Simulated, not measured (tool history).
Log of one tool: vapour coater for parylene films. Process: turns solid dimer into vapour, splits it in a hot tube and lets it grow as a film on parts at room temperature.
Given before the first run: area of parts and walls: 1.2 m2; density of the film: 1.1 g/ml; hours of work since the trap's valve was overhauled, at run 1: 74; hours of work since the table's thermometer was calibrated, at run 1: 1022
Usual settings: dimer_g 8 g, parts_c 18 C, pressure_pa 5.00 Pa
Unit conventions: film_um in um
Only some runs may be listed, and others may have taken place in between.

| run | hour | dimer_g | parts_c | pressure_pa | hours of work since the trap's valve was overhauled | hours of work since the table's thermometer was calibrated | film_um |
|---|---|---|---|---|---|---|---|
| 1 | 0.0 | 8 | 18 | 5.00 | 74 | 1022 | 3.21 |
| 2 | 51.2 | 8 | 18 | 5.00 | 100 | 1048 | 3.14 |
| 3 | 104.8 | 8 | 18 | 5.00 | 126 | 1075 | 3.14 |
| 4 | 146.9 | 8 | 18 | 5.00 | 147 | 1096 | 3.14 |
| 5 | 230.1 | 8 | 25 | 5.00 | 189 | 1137 | 2.35 |
| 6 | 280.2 | 8 | 25 | 5.00 | 214 | 1162 | 2.31 |
| 7 | 315.6 | 8 | 18 | 2.44 | 232 | 1180 | 3.47 |
| 8 | 378.2 | 8 | 18 | 2.44 | 263 | 1211 | 3.46 |
| 9 | 454.5 | 8 | 18 | 3.94 | 301 | 1249 | 3.14 |
| 10 | 497.0 | 8 | 18 | 3.94 | 322 | 1271 | 3.18 |
| 11 | 535.6 | 8 | 18 | 3.94 | 341 | 1290 | 3.16 |
| 12 | 569.5 | 8 | 18 | 3.94 | 358 | 1307 | 3.17 |
| 13 | 626.8 | 11 | 18 | 3.94 | 387 | 1335 | 4.30 |
| 14 | 663.4 | 11 | 18 | 3.94 | 405 | 1354 | 4.30 |
| 15 | 709.4 | 3 | 21 | 2.08 | 428 | 1377 | 1.13 |
| 16 | 768.9 | 10 | 16 | 10.79 | 458 | 1406 | 3.62 |
| 17 | 808.4 | 11 | 27 | 3.05 | 478 | 1426 | 3.02 |
| 18 | 867.7 | 11 | 27 | 3.05 | 507 | 1456 | 3.02 |
| 19 | 916.8 | 8 | 19 | 3.60 | 532 | 1480 | 2.97 |
|  | 938.0 | trap's valve overhauled |
| 20 | 963.8 | 14 | 19 | 4.92 | 13 | 1502 | 5.39 |
| 21 | 1037.3 | 14 | 19 | 4.92 | 50 | 1538 | 5.28 |

Branching from run 21: 4 alternative next runs. What would each branch give?
| A | 1078.7 | 14 | 19 | 2.03 | 70 | 1559 | ? |
| B | 1078.7 | 14 | 22 | 4.62 | 70 | 1559 | ? |
| C | 1078.7 | 14 | 19 | 6.39 | 70 | 1559 | ? |
| D | 1078.7 | 6 | 19 | 3.47 | 70 | 1559 | ? |

| run | film_um |
|---|---|
| A | 5.93 |
| B | 4.71 |
| C | 5.05 |
| D | 2.38 |
With no hidden state in the tool, these same runs would have given:
| run | film_um |
|---|---|
| A | 6.37 |
| B | 5.06 |
| C | 5.41 |
| D | 2.55 |
